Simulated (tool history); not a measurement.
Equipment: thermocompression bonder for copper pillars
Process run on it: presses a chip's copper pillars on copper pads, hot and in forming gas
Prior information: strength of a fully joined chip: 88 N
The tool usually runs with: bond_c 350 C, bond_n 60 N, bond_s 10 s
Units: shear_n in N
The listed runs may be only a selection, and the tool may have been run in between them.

run     day  bond_c  bond_n  bond_s  shear_n
  1   0.000     350      60      10     55.0
  2   1.388     350      60      10     54.3
  3   2.654     350      42      10     40.2
  4   4.788     350      42      10     40.1
  5   5.854     350      42      10     39.7
  6   6.933     350      42      10     38.8
  7   8.588     346      42      10     37.2
  8  10.483     346      42      10     37.7
  9  12.892     346      42      10     36.6
 10  13.988     338      60      10     46.7
 11  16.012     338      60      10     47.4
 12  17.246     338      60      10     47.1
 13  19.092     338      60      10     46.0
 14  20.121     338      60      10     46.0
     20.396  -- force cell calibrated
     20.746  -- forming gas filter changed
 15  21.446     350      60      10     55.5
 16  23.462     350      60       9     53.5
 17  24.542     350      60       9     53.0
 18  25.971     350      66      10     58.4
 19  28.383     350      66      10     58.8
 20  30.267     355      66       9     60.0
 21  31.971     348      54      10     49.8
     33.292  -- force cell calibrated, once more
 22  34.212     348      54      10     45.8
 23  35.467     348      54      10     45.1
 24  37.908     329      84      10     54.0
 25  40.196     329      84      10     53.6
 26  41.275     329      84      10     52.8
     42.412  -- forming gas filter changed
 27  43.429     337      46       5     27.6
 28  44.650     367      41       5     32.9
 29  46.208     361      53       9     50.1
 30  48.221     361      53       9     50.4
     50.008  -- heater calibrated with a thermocouple chip
 31  50.517     341      45      10     39.6

4 options for the next run, each taken on its own from the tool as it stands now. Forecast them:
  A  52.912     350      60      20        ?
  B  52.912     355      45      10        ?
  C  52.912     328      55      10        ?
  D  52.912     350      37      18        ?

run  shear_n
  A     63.8
  B     44.4
  C     40.4
  D     43.6
Without the tool's unlogged condition, the same runs would have read:
run  shear_n
  A     65.5
  B     45.4
  C     41.2
  D     44.5

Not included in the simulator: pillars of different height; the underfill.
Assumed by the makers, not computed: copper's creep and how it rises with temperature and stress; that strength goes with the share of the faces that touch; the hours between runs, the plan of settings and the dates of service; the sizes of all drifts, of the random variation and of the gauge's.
